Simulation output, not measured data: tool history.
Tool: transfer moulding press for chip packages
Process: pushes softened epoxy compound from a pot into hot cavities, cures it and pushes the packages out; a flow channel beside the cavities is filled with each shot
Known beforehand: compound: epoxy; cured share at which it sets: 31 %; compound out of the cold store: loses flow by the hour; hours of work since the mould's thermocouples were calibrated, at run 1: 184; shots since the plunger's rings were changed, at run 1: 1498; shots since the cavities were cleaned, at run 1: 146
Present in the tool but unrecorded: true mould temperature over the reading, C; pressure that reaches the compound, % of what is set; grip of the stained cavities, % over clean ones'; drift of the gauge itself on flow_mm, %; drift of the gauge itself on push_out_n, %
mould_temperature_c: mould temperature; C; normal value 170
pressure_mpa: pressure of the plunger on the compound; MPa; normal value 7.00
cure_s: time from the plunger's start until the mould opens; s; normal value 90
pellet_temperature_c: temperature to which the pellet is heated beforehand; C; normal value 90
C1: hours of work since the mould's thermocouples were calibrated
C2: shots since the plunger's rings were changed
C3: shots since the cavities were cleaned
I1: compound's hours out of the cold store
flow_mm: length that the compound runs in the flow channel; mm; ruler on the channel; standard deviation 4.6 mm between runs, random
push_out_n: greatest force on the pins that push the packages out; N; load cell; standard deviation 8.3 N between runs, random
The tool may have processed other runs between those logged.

Run 1, hour 0.0: usual settings; C1 184; C2 1498; C3 146; I1 37.7. Result: flow_mm 752 mm, push_out_n 365 N.
Run 2, hour 9.5: usual settings; C1 190; C2 1617; C3 265; I1 30.3. Result: flow_mm 783 mm, push_out_n 359 N.
Run 3, hour 14.3: usual settings; C1 193; C2 1677; C3 325; I1 9.2. Result: flow_mm 882 mm, push_out_n 381 N.
Run 4, hour 20.8: usual settings; C1 196; C2 1758; C3 406; I1 44.8. Result: flow_mm 725 mm, push_out_n 356 N.
Run 5, hour 29.5: usual settings; C1 201; C2 1865; C3 513; I1 11.6. Result: flow_mm 875 mm, push_out_n 373 N.
Run 6, hour 40.1: usual settings; C1 208; C2 1997; C3 645; I1 23.9. Result: flow_mm 819 mm, push_out_n 361 N.
Run 7, hour 49.4: usual settings but pellet_temperature_c 81 C; C1 213; C2 2114; C3 762; I1 12.0. Result: flow_mm 881 mm, push_out_n 376 N.
Run 8, hour 55.0: usual settings but pellet_temperature_c 81 C; C1 216; C2 2183; C3 831; I1 42.5. Result: flow_mm 739 mm, push_out_n 370 N.
Run 9, hour 60.8: usual settings but pellet_temperature_c 84 C; C1 220; C2 2255; C3 903; I1 40.3. Result: flow_mm 740 mm, push_out_n 362 N.
Run 10, hour 66.3: usual settings but mould_temperature_c 178 C; C1 223; C2 2323; C3 971; I1 30.6. Result: flow_mm 772 mm, push_out_n 344 N.
Run 11, hour 73.3: usual settings; C1 227; C2 2412; C3 1060; I1 20.6. Result: flow_mm 840 mm, push_out_n 369 N.
Run 12, hour 78.3: usual settings but mould_temperature_c 176 C; C1 230; C2 2474; C3 1122; I1 42.5. Result: flow_mm 720 mm, push_out_n 331 N.
At hour 86.5: cavities cleaned with cleaning compound and waxed.
Run 13, hour 87.1: usual settings; C1 234; C2 2565; C3 9; I1 40.9. Result: flow_mm 739 mm, push_out_n 360 N.
Run 14, hour 95.2: usual settings; C1 239; C2 2665; C3 109; I1 26.3. Result: flow_mm 808 mm, push_out_n 363 N.
Run 15, hour 105.6: usual settings but pressure_mpa 8.46 MPa, pellet_temperature_c 93 C; C1 245; C2 2795; C3 239; I1 9.5. Result: flow_mm 974 mm, push_out_n 384 N.
Run 16, hour 114.7: usual settings but pressure_mpa 8.46 MPa, pellet_temperature_c 93 C; C1 251; C2 2908; C3 352; I1 28.3. Result: flow_mm 870 mm, push_out_n 345 N.
Run 17, hour 120.3: usual settings but pressure_mpa 8.46 MPa, pellet_temperature_c 93 C; C1 254; C2 2978; C3 422; I1 27.7. Result: flow_mm 878 mm, push_out_n 353 N.
Run 18, hour 126.0: usual settings but pressure_mpa 8.46 MPa, pellet_temperature_c 93 C; C1 257; C2 3049; C3 493; I1 40.4. Result: flow_mm 814 mm, push_out_n 385 N.
Run 19, hour 131.5: usual settings but mould_temperature_c 175 C, pellet_temperature_c 87 C; C1 260; C2 3117; C3 561; I1 20.8. Result: flow_mm 823 mm, push_out_n 346 N.
Run 20, hour 136.3: usual settings but mould_temperature_c 172 C, pressure_mpa 6.36 MPa, cure_s 101 s, pellet_temperature_c 84 C; C1 263; C2 3177; C3 621; I1 46.1. Result: flow_mm 690 mm, push_out_n 344 N.
At hour 140.3: plunger's sealing rings changed.
Run 21, hour 148.5: usual settings but mould_temperature_c 172 C, pressure_mpa 6.36 MPa, cure_s 101 s, pellet_temperature_c 84 C; C1 269; C2 101; C3 741; I1 16.8. Result: flow_mm 814 mm, push_out_n 343 N.
Run 22, hour 157.5: usual settings but pressure_mpa 8.58 MPa, cure_s 83 s; C1 274; C2 214; C3 854; I1 47.2. Result: flow_mm 791 mm, push_out_n 368 N.
Run 23, hour 166.2: usual settings but mould_temperature_c 169 C, pressure_mpa 8.58 MPa, cure_s 83 s, pellet_temperature_c 81 C; C1 279; C2 322; C3 962; I1 8.5. Result: flow_mm 985 mm, push_out_n 421 N.
Run 24, hour 174.4: usual settings but mould_temperature_c 163 C, pressure_mpa 8.58 MPa, cure_s 82 s, pellet_temperature_c 84 C; C1 284; C2 424; C3 1064; I1 46.8. Result: flow_mm 815 mm, push_out_n 506 N.
Run 25, hour 179.3: usual settings but mould_temperature_c 163 C, pressure_mpa 8.58 MPa, cure_s 82 s, pellet_temperature_c 84 C; C1 287; C2 486; C3 1126; I1 25.3. Result: flow_mm 917 mm, push_out_n 576 N.
At hour 186.5: cavities cleaned with cleaning compound and waxed.
Run 26, hour 186.7: usual settings but mould_temperature_c 164 C, pressure_mpa 8.58 MPa, cure_s 82 s, pellet_temperature_c 98 C; C1 290; C2 559; C3 2; I1 37.6. Result: flow_mm 842 mm, push_out_n 490 N.
Run 27, hour 195.7: usual settings but mould_temperature_c 164 C, pressure_mpa 8.58 MPa, cure_s 82 s, pellet_temperature_c 98 C; C1 296; C2 672; C3 115; I1 31.9. Result: flow_mm 881 mm, push_out_n 512 N.
Run 28, hour 205.3: usual settings but pressure_mpa 6.19 MPa, cure_s 121 s, pellet_temperature_c 92 C; C1 301; C2 790; C3 233; I1 11.7. Result: flow_mm 827 mm, push_out_n 354 N.

Alternative continuations, all from the tool just after run 28; predict every row:
Run A, hour 215.3: usual settings but mould_temperature_c 172 C, pressure_mpa 6.19 MPa, cure_s 93 s, pellet_temperature_c 85 C; C1 307; C2 915; C3 358; I1 40.6. Result: flow_mm ?, push_out_n ?.
Run B, hour 215.3: usual settings but mould_temperature_c 169 C, pressure_mpa 7.58 MPa, pellet_temperature_c 100 C; C1 307; C2 915; C3 358; I1 12.4. Result: flow_mm ?, push_out_n ?.
Run C, hour 215.3: usual settings but pressure_mpa 6.19 MPa, cure_s 104 s, pellet_temperature_c 95 C; C1 307; C2 915; C3 358; I1 42.5. Result: flow_mm ?, push_out_n ?.

run  flow_mm  push_out_n
  A      692         341
  B      904         366
  C      697         340
Take away the tool's hidden state, keep each run's random variation, and the runs would have read:
run  flow_mm  push_out_n
  A      692         339
  B      904         364
  C      697         338
